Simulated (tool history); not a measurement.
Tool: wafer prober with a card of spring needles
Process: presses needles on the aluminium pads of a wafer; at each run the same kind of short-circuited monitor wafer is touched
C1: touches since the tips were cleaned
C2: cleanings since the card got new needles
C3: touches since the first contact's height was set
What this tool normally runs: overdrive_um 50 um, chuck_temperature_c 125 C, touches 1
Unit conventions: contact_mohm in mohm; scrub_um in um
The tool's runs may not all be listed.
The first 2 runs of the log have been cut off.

{"hour": 11.8, "done": "tips cleaned on abrasive film"}
{"hour": 19.0, "done": "tips cleaned on abrasive film"}
{"run": 3, "hour": 24.9, "overdrive_um": 50, "chuck_temperature_c": 125, "touches": 1, "C1": 2873, "C2": 109, "C3": 162034, "contact_mohm": 293, "scrub_um": 12.64}
{"hour": 26.0, "done": "tips cleaned on abrasive film"}
{"hour": 32.3, "done": "tips cleaned on abrasive film"}
{"hour": 40.1, "done": "tips cleaned on abrasive film"}
{"run": 4, "hour": 41.6, "overdrive_um": 37, "chuck_temperature_c": 125, "touches": 1, "C1": 749, "C2": 112, "C3": 170094, "contact_mohm": 285, "scrub_um": 9.13}
{"hour": 46.7, "done": "tips cleaned on abrasive film"}
{"run": 5, "hour": 50.8, "overdrive_um": 37, "chuck_temperature_c": 125, "touches": 1, "C1": 2023, "C2": 113, "C3": 174577, "contact_mohm": 329, "scrub_um": 9.19}
{"hour": 53.0, "done": "tips cleaned on abrasive film"}
{"hour": 58.3, "done": "tips cleaned on abrasive film, once more"}
{"hour": 65.3, "done": "tips cleaned on abrasive film"}
{"run": 6, "hour": 68.6, "overdrive_um": 37, "chuck_temperature_c": 125, "touches": 1, "C1": 1618, "C2": 116, "C3": 183164, "contact_mohm": 309, "scrub_um": 9.1}
{"hour": 72.4, "done": "tips cleaned on abrasive film"}
{"hour": 79.1, "done": "tips cleaned on abrasive film"}
{"run": 7, "hour": 85.2, "overdrive_um": 37, "chuck_temperature_c": 125, "touches": 1, "C1": 2996, "C2": 118, "C3": 191255, "contact_mohm": 339, "scrub_um": 9.14}
{"hour": 86.4, "done": "tips cleaned on abrasive film"}
{"hour": 89.4, "done": "height of the first contact set anew"}
{"hour": 93.6, "done": "tips cleaned on abrasive film"}
{"run": 8, "hour": 95.7, "overdrive_um": 50, "chuck_temperature_c": 125, "touches": 1, "C1": 997, "C2": 120, "C3": 3032, "contact_mohm": 266, "scrub_um": 13.52}
{"hour": 100.9, "done": "tips cleaned on abrasive film"}
{"run": 9, "hour": 106.1, "overdrive_um": 50, "chuck_temperature_c": 125, "touches": 2, "C1": 2577, "C2": 121, "C3": 8111, "contact_mohm": 270, "scrub_um": 13.49}
{"hour": 107.7, "done": "tips cleaned on abrasive film"}
{"hour": 115.4, "done": "tips cleaned on abrasive film"}
{"run": 10, "hour": 116.4, "overdrive_um": 50, "chuck_temperature_c": 125, "touches": 2, "C1": 475, "C2": 123, "C3": 13080, "contact_mohm": 255, "scrub_um": 13.48}
{"hour": 123.1, "done": "tips cleaned on abrasive film"}
{"hour": 130.1, "done": "tips cleaned on abrasive film"}
{"run": 11, "hour": 130.1, "overdrive_um": 61, "chuck_temperature_c": 125, "touches": 1, "C1": 0, "C2": 125, "C3": 19730, "contact_mohm": 247, "scrub_um": 16.46}
{"hour": 136.6, "done": "tips cleaned on abrasive film"}
{"hour": 143.0, "done": "tips cleaned on abrasive film"}
{"run": 12, "hour": 147.4, "overdrive_um": 61, "chuck_temperature_c": 125, "touches": 1, "C1": 2143, "C2": 127, "C3": 28122, "contact_mohm": 267, "scrub_um": 16.33}
{"hour": 150.3, "done": "tips cleaned on abrasive film"}
{"hour": 156.8, "done": "tips cleaned on abrasive film"}
{"run": 13, "hour": 161.3, "overdrive_um": 61, "chuck_temperature_c": 60, "touches": 1, "C1": 2221, "C2": 129, "C3": 34877, "contact_mohm": 257, "scrub_um": 16.34}
{"hour": 164.0, "done": "tips cleaned on abrasive film"}
{"hour": 170.4, "done": "tips cleaned on abrasive film"}
{"run": 14, "hour": 174.0, "overdrive_um": 61, "chuck_temperature_c": 60, "touches": 1, "C1": 1766, "C2": 131, "C3": 40987, "contact_mohm": 251, "scrub_um": 16.25}
{"hour": 177.4, "done": "tips cleaned on abrasive film"}
{"hour": 184.2, "done": "tips cleaned on abrasive film"}
{"run": 15, "hour": 187.4, "overdrive_um": 61, "chuck_temperature_c": 60, "touches": 1, "C1": 1582, "C2": 133, "C3": 47489, "contact_mohm": 246, "scrub_um": 16.27}
{"hour": 191.1, "done": "tips cleaned on abrasive film"}
{"run": 16, "hour": 196.5, "overdrive_um": 50, "chuck_temperature_c": 103, "touches": 1, "C1": 2693, "C2": 134, "C3": 51937, "contact_mohm": 281, "scrub_um": 13.26}

Run 17 is up next; what results do you expect?
{"hour": 198.1, "done": "tips cleaned on abrasive film"}
{"hour": 204.4, "done": "tips cleaned on abrasive film"}
{"hour": 211.5, "done": "tips cleaned on abrasive film"}
{"run": 17, "hour": 213.0, "overdrive_um": 69, "chuck_temperature_c": 125, "touches": 1, "C1": 765, "C2": 137, "C3": 59895, "contact_mohm": "?", "scrub_um": "?"}

Run 17 measured contact_mohm 255 mohm, scrub_um 18.47 um.
Take away the tool's hidden state, keep the run-to-run variation as it was, and the same run would have given contact_mohm 243 mohm, scrub_um 18.71 um.
